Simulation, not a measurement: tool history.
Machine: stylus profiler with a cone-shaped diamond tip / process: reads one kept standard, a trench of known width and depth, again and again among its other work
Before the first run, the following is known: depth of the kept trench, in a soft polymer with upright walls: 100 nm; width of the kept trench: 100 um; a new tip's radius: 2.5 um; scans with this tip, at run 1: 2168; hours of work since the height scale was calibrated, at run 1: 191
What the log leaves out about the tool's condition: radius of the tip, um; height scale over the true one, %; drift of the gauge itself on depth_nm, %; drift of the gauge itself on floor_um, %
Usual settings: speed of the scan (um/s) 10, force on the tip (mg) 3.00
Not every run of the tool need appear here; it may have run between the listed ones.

run	hour	speed of the scan (um/s)	force on the tip (mg)	scans with this tip	hours of work since the height scale was calibrated	depth of the trench (nm)	width of the trench's floor (µm)
1	0.0	10	3.00	2168	191	100.62	98.45
2	11.2	4	3.00	2238	197	100.64	98.50
3	27.5	4	3.00	2339	206	100.62	98.54
4	39.1	4	3.00	2411	213	100.59	98.47
5	57.3	10	4.82	2524	223	100.81	98.47
6	78.0	10	4.82	2652	234	100.72	98.43
7	91.6	4	3.00	2736	241	100.61	98.48
8	101.4	4	6.69	2797	247	101.09	98.48
9	110.4	4	6.69	2853	252	101.10	98.48
10	125.9	4	6.69	2949	260	101.02	98.47
11	136.3	10	3.00	3014	266	100.53	98.41
# hour 138.0: height scale calibrated on a step standard
12	150.9	2	3.00	3101	7	100.55	98.48
13	168.8	2	3.00	3212	17	100.55	98.46
14	183.2	4	3.00	3301	25	100.53	98.52
15	199.1	4	3.00	3400	33	100.51	98.49
16	218.6	4	3.00	3521	44	100.50	98.46
17	236.9	30	2.59	3634	54	100.49	98.35
# hour 247.7: height scale calibrated on a step standard, once more
18	257.6	2	1.09	3759	5	100.37	98.49
19	274.4	4	7.20	3863	15	101.12	98.48
20	292.6	4	2.20	3976	25	100.53	98.38
21	306.6	4	2.20	4063	32	100.50	98.43
22	322.0	4	2.20	4158	41	100.54	98.38
23	337.1	4	2.20	4252	49	100.54	98.39
24	355.6	4	2.20	4366	59	100.51	98.43
25	364.2	15	2.91	4420	64	100.63	98.33
26	381.3	15	2.91	4526	73	100.64	98.37
27	392.1	15	2.91	4593	79	100.66	98.35
28	407.3	4	4.32	4687	87	100.83	98.46
29	417.5	4	4.32	4750	93	100.82	98.38
30	426.4	4	4.32	4805	98	100.82	98.43
31	443.7	4	4.32	4912	107	100.84	98.38
32	453.0	7	4.32	4970	112	100.81	98.36

What differs in the tool's unlogged condition from the final listed run ahead of each entry between runs to the first listed run following it?
Run 11 -> run 12: height scale calibrated on a step standard (hour 138.0)
  radius of the tip, um: 2.91 -> 2.93; height scale over the true one, %: -0.037 -> -0.063
  measured result minus the result with no hidden state, depth of the trench (nm): -0.04 -> -0.07; width of the trench's floor (µm): -0.12 -> -0.12
Run 17 -> run 18: height scale calibrated on a step standard, once more (hour 247.7)
  radius of the tip, um: 3.01 -> 3.03; height scale over the true one, %: -0.073 -> 0.027
  measured result minus the result with no hidden state, depth of the trench (nm): -0.07 -> +0.02; width of the trench's floor (µm): -0.14 -> -0.14
